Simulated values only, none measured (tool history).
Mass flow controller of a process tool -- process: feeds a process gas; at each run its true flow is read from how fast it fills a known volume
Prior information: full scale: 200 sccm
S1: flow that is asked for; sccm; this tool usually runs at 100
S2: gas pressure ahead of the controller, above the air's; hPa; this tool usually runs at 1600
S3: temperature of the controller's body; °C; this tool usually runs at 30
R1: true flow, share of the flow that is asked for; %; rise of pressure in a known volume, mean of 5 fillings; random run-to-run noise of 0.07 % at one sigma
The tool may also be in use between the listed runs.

run 1 day=0 | S1=100 S2=1600 S3=30 | R1=100.16
run 2 day=9.446 | S1=100 S2=1600 S3=30 | R1=100.47
run 3 day=28.292 | S1=100 S2=1600 S3=30 | R1=100.71
run 4 day=38.504 | S1=195 S2=1600 S3=30 | R1=101.08
run 5 day=54.708 | S1=195 S2=1600 S3=30 | R1=101.29
run 6 day=65.633 | S1=100 S2=1600 S3=20 | R1=102.25
run 7 day=86.304 | S1=100 S2=2300 S3=30 | R1=101.56
run 8 day=107.296 | S1=100 S2=2300 S3=30 | R1=102.03
run 9 day=116.383 | S1=40 S2=2300 S3=30 | R1=103.24
run 10 day=127.433 | S1=40 S2=2300 S3=30 | R1=103.68
run 11 day=138.425 | S1=40 S2=2300 S3=30 | R1=103.87
run 12 day=147.329 | S1=97 S2=1600 S3=30 | R1=102.81
run 13 day=163.812 | S1=144 S2=2290 S3=21 | R1=103.63
run 14 day=174.129 | S1=100 S2=2010 S3=30 | R1=103.27
run 15 day=194.4 | S1=100 S2=2010 S3=30 | R1=103.63
run 16 day=207.762 | S1=50 S2=1600 S3=21 | R1=105.79
run 17 day=218.188 | S1=186 S2=2320 S3=30 | R1=103.73
run 18 day=231.896 | S1=186 S2=2320 S3=30 | R1=103.88

Branching from run 18: 4 alternative next runs. What would each branch give?
-- day=234.612 controller's zero set anew
run A day=250.346 | S1=100 S2=1630 S3=30 | R1=?
-- day=234.612 controller's zero set anew
run B day=250.346 | S1=42 S2=2320 S3=29 | R1=?
-- day=234.612 controller's zero set anew
run C day=250.346 | S1=122 S2=1550 S3=23 | R1=?
-- day=234.612 controller's zero set anew
run D day=250.346 | S1=100 S2=1950 S3=29 | R1=?

run=A R1=103.15
run=B R1=102.88
run=C R1=103.81
run=D R1=103.11
Stripped of hidden state, with their random variation kept, the same runs would have yielded:
run=A R1=99.27
run=B R1=98.84
run=C R1=99.94
run=D R1=99.22
